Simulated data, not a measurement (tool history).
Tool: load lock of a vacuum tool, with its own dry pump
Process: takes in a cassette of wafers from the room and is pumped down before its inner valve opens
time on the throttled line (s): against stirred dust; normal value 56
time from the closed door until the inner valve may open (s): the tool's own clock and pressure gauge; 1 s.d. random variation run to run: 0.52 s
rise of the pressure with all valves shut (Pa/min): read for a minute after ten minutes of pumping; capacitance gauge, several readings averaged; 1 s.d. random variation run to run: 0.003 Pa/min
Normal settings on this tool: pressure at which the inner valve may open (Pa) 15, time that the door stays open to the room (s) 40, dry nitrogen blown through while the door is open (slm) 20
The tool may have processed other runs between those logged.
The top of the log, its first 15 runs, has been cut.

run,day,time on the throttled line (s),pressure at which the inner valve may open (Pa),time that the door stays open to the room (s),dry nitrogen blown through while the door is open (slm),hours that the pump has run since its overhaul,times that the door has closed on its seal,"incoming humidity of the room's air, %",time from the closed door until the inner valve may open (s),rise of the pressure with all valves shut (Pa/min)
16,43.688,56,12,40,20,2268,5024,42.5,87.5,0.045
17,46.433,56,15,40,43,2334,5126,43.9,86.5,0.027
18,50.067,56,15,147,20,2421,5260,43.6,86,0.05
19,53.554,56,15,147,20,2505,5390,45.7,86.3,0.06
20,57.775,56,15,147,29,2606,5547,43.6,86.5,0.046
21,59.754,56,15,147,29,2654,5620,43.1,86.1,0.043
22,63.179,39,15,40,20,2736,5748,44.2,72.8,0.038
23,67.196,39,15,40,20,2832,5897,46,72.8,0.043
24,71.246,41,15,148,20,2930,6047,43.7,74.3,0.053
25,75.112,69,15,148,20,3022,6191,45.1,98.2,0.058
26,78.542,76,13,232,20,3105,6318,45,104,0.057
27,80.8,56,15,40,16,3159,6402,48,85.9,0.054
28,84.329,56,15,40,16,3244,6533,48.8,86.5,0.057
29,87.85,48,26,44,16,3328,6664,45.9,77.1,0.053
30,90.679,31,13,40,20,3396,6769,48.6,67.2,0.049

What does the tool deliver on the next run?
31,93.262,31,14,40,10,3458,6865,45.1,?,?

Run 31 yielded time from the closed door until the inner valve may open (s) 66.5, rise of the pressure with all valves shut (Pa/min) 0.057.
Without the tool's hidden state the same run would have given time from the closed door until the inner valve may open (s) 64.7, rise of the pressure with all valves shut (Pa/min) 0.031.

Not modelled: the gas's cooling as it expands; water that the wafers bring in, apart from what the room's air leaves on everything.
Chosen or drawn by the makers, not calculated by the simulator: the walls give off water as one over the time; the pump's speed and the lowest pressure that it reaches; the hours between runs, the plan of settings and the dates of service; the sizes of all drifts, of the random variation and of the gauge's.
